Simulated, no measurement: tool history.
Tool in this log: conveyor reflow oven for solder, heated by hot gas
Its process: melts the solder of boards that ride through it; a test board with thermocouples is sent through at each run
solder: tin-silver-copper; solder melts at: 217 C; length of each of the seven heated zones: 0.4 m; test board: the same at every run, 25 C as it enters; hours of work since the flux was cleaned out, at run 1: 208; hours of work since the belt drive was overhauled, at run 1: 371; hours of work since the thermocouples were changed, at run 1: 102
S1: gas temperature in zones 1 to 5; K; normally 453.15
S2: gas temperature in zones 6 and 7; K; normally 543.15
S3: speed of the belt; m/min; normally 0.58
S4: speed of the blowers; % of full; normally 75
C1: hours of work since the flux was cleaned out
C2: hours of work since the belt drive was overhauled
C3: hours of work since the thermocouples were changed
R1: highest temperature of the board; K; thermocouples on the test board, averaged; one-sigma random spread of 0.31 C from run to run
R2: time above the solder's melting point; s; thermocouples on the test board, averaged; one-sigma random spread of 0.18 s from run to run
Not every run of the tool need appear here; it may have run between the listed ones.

| run | day | S1 | S2 | S3 | S4 | C1 | C2 | C3 | R1 | R2 |
|---|---|---|---|---|---|---|---|---|---|---|
| 1 | 0 | 453.15 | 543.15 | 0.58 | 75 | 208 | 371 | 102 | 531.25 | 70 |
| 2 | 0.312 | 453.15 | 543.15 | 0.58 | 75 | 213 | 375 | 107 | 531.55 | 70.2 |
| 3 | 0.558 | 453.15 | 543.15 | 0.58 | 75 | 216 | 379 | 111 | 530.75 | 70.3 |
| 4 | 0.962 | 457.15 | 543.15 | 0.58 | 75 | 222 | 385 | 117 | 531.85 | 71.9 |
| 5 | 1.208 | 450.15 | 543.15 | 0.58 | 75 | 226 | 389 | 120 | 530.45 | 68.7 |
| 6 | 1.525 | 450.15 | 543.15 | 0.58 | 75 | 231 | 393 | 125 | 530.55 | 68.7 |
|  | 1.8 | flux residue cleaned out of gas plates and filters |
| 7 | 1.996 | 450.15 | 543.15 | 0.58 | 75 | 3 | 397 | 129 | 531.85 | 69.2 |
| 8 | 2.279 | 439.15 | 545.15 | 0.637 | 69 | 7 | 401 | 133 | 528.45 | 56.4 |
| 9 | 2.471 | 462.15 | 552.15 | 0.637 | 70 | 10 | 404 | 136 | 538.45 | 70.3 |
| 10 | 2.738 | 450.15 | 552.15 | 0.58 | 50 | 14 | 408 | 140 | 535.05 | 70.7 |
| 11 | 2.975 | 453.15 | 543.15 | 0.644 | 77 | 17 | 412 | 143 | 529.35 | 61.8 |
| 12 | 3.175 | 453.15 | 542.15 | 0.58 | 75 | 20 | 415 | 147 | 530.95 | 70 |
| 13 | 3.392 | 453.15 | 543.15 | 0.58 | 58 | 24 | 418 | 150 | 529.15 | 68.3 |

Here are 5 independent what-if runs from the current tool condition. What would each one return?
| A | 3.754 | 453.15 | 537.15 | 0.554 | 50 | 29 | 423 | 155 | ? | ? |
| B | 3.754 | 465.15 | 545.15 | 0.642 | 58 | 29 | 423 | 155 | ? | ? |
| C | 3.754 | 442.15 | 536.15 | 0.58 | 59 | 29 | 423 | 155 | ? | ? |
| D | 3.754 | 453.15 | 541.15 | 0.58 | 58 | 29 | 423 | 155 | ? | ? |
| E | 3.754 | 448.15 | 546.15 | 0.58 | 77 | 29 | 423 | 155 | ? | ? |

| run | R1 | R2 |
|---|---|---|
| A | 523.85 | 67.6 |
| B | 530.45 | 67.1 |
| C | 521.95 | 58.1 |
| D | 527.55 | 67.4 |
| E | 533.75 | 69.9 |
Take away the tool's hidden state, keep each run's random variation, and the runs would have read:
| run | R1 | R2 |
|---|---|---|
| A | 524.45 | 67.3 |
| B | 531.05 | 66.6 |
| C | 522.55 | 57.8 |
| D | 528.15 | 67.1 |
| E | 534.45 | 69.4 |

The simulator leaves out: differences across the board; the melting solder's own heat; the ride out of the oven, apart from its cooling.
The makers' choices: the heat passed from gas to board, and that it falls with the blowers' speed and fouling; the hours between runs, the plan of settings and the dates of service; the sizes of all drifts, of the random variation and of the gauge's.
